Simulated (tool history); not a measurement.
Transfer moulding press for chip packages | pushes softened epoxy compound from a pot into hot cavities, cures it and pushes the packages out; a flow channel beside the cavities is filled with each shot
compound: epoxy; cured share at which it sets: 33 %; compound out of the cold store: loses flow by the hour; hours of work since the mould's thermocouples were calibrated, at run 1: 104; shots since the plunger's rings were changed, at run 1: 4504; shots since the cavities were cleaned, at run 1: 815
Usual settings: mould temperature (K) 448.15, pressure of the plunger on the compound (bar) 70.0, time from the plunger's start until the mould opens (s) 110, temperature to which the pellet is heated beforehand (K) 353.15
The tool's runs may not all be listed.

| run | hour | mould temperature (K) | pressure of the plunger on the compound (bar) | time from the plunger's start until the mould opens (s) | temperature to which the pellet is heated beforehand (K) | hours of work since the mould's thermocouples were calibrated | shots since the plunger's rings were changed | shots since the cavities were cleaned | incoming compound's hours out of the cold store | length that the compound runs in the flow channel (mm) | greatest force on the pins that push the packages out (N) |
|---|---|---|---|---|---|---|---|---|---|---|---|
| 1 | 0.0 | 448.15 | 70.0 | 110 | 353.15 | 104 | 4504 | 815 | 46.3 | 694 | 305 |
|  | 6.2 | cavities cleaned with cleaning compound and waxed |
| 2 | 28.5 | 448.15 | 70.0 | 110 | 353.15 | 119 | 4777 | 225 | 19.1 | 777 | 383 |
| 3 | 71.2 | 444.15 | 70.0 | 110 | 353.15 | 143 | 5206 | 654 | 32.4 | 738 | 428 |
|  | 94.1 | cavities cleaned with cleaning compound and waxed |
| 4 | 95.7 | 444.15 | 70.0 | 110 | 353.15 | 156 | 5438 | 16 | 13.8 | 805 | 258 |
| 5 | 115.6 | 444.15 | 66.5 | 110 | 353.15 | 167 | 5638 | 216 | 9.9 | 792 | 313 |
|  | 131.6 | cavities cleaned with cleaning compound and waxed, once more |
|  | 136.6 | plunger's sealing rings changed |
| 6 | 147.8 | 440.15 | 66.5 | 110 | 353.15 | 183 | 112 | 138 | 8.4 | 902 | 396 |
| 7 | 175.9 | 442.15 | 66.5 | 110 | 353.15 | 198 | 395 | 421 | 42.7 | 761 | 370 |
| 8 | 197.7 | 448.15 | 68.9 | 110 | 353.15 | 211 | 615 | 641 | 37.8 | 781 | 287 |
|  | 221.6 | cavities cleaned with cleaning compound and waxed |
| 9 | 237.0 | 448.15 | 68.9 | 110 | 353.15 | 232 | 996 | 155 | 31.0 | 794 | 228 |
| 10 | 273.7 | 448.15 | 68.9 | 110 | 353.15 | 252 | 1365 | 524 | 8.0 | 875 | 302 |
| 11 | 303.7 | 448.15 | 68.9 | 110 | 353.15 | 269 | 1668 | 827 | 31.2 | 800 | 299 |
|  | 310.2 | cavities cleaned with cleaning compound and waxed |
| 12 | 335.3 | 456.15 | 68.9 | 110 | 353.15 | 285 | 1971 | 253 | 31.8 | 760 | 205 |
| 13 | 372.6 | 448.15 | 70.0 | 110 | 353.15 | 306 | 2347 | 629 | 45.1 | 730 | 289 |
|  | 399.2 | cavities cleaned with cleaning compound and waxed |
| 14 | 415.2 | 448.15 | 70.0 | 142 | 353.15 | 329 | 2761 | 162 | 26.0 | 785 | 198 |
| 15 | 439.6 | 448.15 | 87.3 | 143 | 345.15 | 343 | 3006 | 407 | 47.1 | 797 | 228 |
|  | 487.0 | cavities cleaned with cleaning compound and waxed |
| 16 | 489.1 | 453.15 | 59.1 | 110 | 350.15 | 369 | 3490 | 21 | 25.5 | 708 | 176 |
| 17 | 534.7 | 453.15 | 59.1 | 110 | 350.15 | 395 | 3949 | 480 | 24.9 | 699 | 252 |
| 18 | 568.0 | 453.15 | 59.1 | 140 | 346.15 | 413 | 4285 | 816 | 25.7 | 693 | 268 |
|  | 576.4 | cavities cleaned with cleaning compound and waxed |
| 19 | 610.7 | 453.15 | 59.1 | 127 | 346.15 | 436 | 4700 | 345 | 14.2 | 728 | 217 |
| 20 | 641.3 | 453.15 | 59.1 | 127 | 346.15 | 453 | 5008 | 653 | 27.3 | 683 | 246 |
|  | 666.3 | mould's thermocouples calibrated |
|  | 667.8 | cavities cleaned with cleaning compound and waxed |
| 21 | 679.2 | 453.15 | 59.1 | 127 | 346.15 | 6 | 5355 | 115 | 18.6 | 719 | 189 |
| 22 | 719.4 | 453.15 | 77.1 | 127 | 362.15 | 29 | 5759 | 519 | 9.2 | 839 | 236 |
|  | 728.0 | plunger's sealing rings changed |
| 23 | 746.8 | 448.15 | 70.0 | 138 | 358.15 | 43 | 190 | 771 | 23.0 | 852 | 265 |
|  | 760.5 | cavities cleaned with cleaning compound and waxed |
| 24 | 772.5 | 448.15 | 70.0 | 138 | 358.15 | 56 | 433 | 121 | 46.0 | 756 | 181 |
| 25 | 805.2 | 448.15 | 70.0 | 138 | 358.15 | 74 | 762 | 450 | 33.6 | 795 | 231 |
|  | 850.0 | cavities cleaned with cleaning compound and waxed |
| 26 | 853.8 | 448.15 | 70.0 | 138 | 358.15 | 100 | 1237 | 38 | 29.2 | 811 | 166 |
| 27 | 879.1 | 448.15 | 70.0 | 138 | 358.15 | 115 | 1492 | 293 | 28.6 | 812 | 228 |

5 ways to go on from here, each from the tool as it stands after run 27. What would each give?
| A | 917.7 | 442.15 | 55.5 | 125 | 353.15 | 136 | 1881 | 682 | 23.0 | ? | ? |
| B | 917.7 | 440.15 | 64.9 | 131 | 353.15 | 136 | 1881 | 682 | 16.2 | ? | ? |
| C | 917.7 | 450.15 | 70.0 | 116 | 345.15 | 136 | 1881 | 682 | 11.7 | ? | ? |
| D | 917.7 | 448.15 | 56.6 | 111 | 358.15 | 136 | 1881 | 682 | 15.4 | ? | ? |
| E | 917.7 | 443.15 | 70.0 | 124 | 348.15 | 136 | 1881 | 682 | 24.1 | ? | ? |

| run | length that the compound runs in the flow channel (mm) | greatest force on the pins that push the packages out (N) |
|---|---|---|
| A | 740 | 349 |
| B | 835 | 383 |
| C | 860 | 271 |
| D | 758 | 307 |
| E | 837 | 339 |
Without the tool's hidden state the same runs would have given:
| run | length that the compound runs in the flow channel (mm) | greatest force on the pins that push the packages out (N) |
|---|---|---|
| A | 767 | 213 |
| B | 866 | 236 |
| C | 892 | 167 |
| D | 786 | 188 |
| E | 867 | 208 |

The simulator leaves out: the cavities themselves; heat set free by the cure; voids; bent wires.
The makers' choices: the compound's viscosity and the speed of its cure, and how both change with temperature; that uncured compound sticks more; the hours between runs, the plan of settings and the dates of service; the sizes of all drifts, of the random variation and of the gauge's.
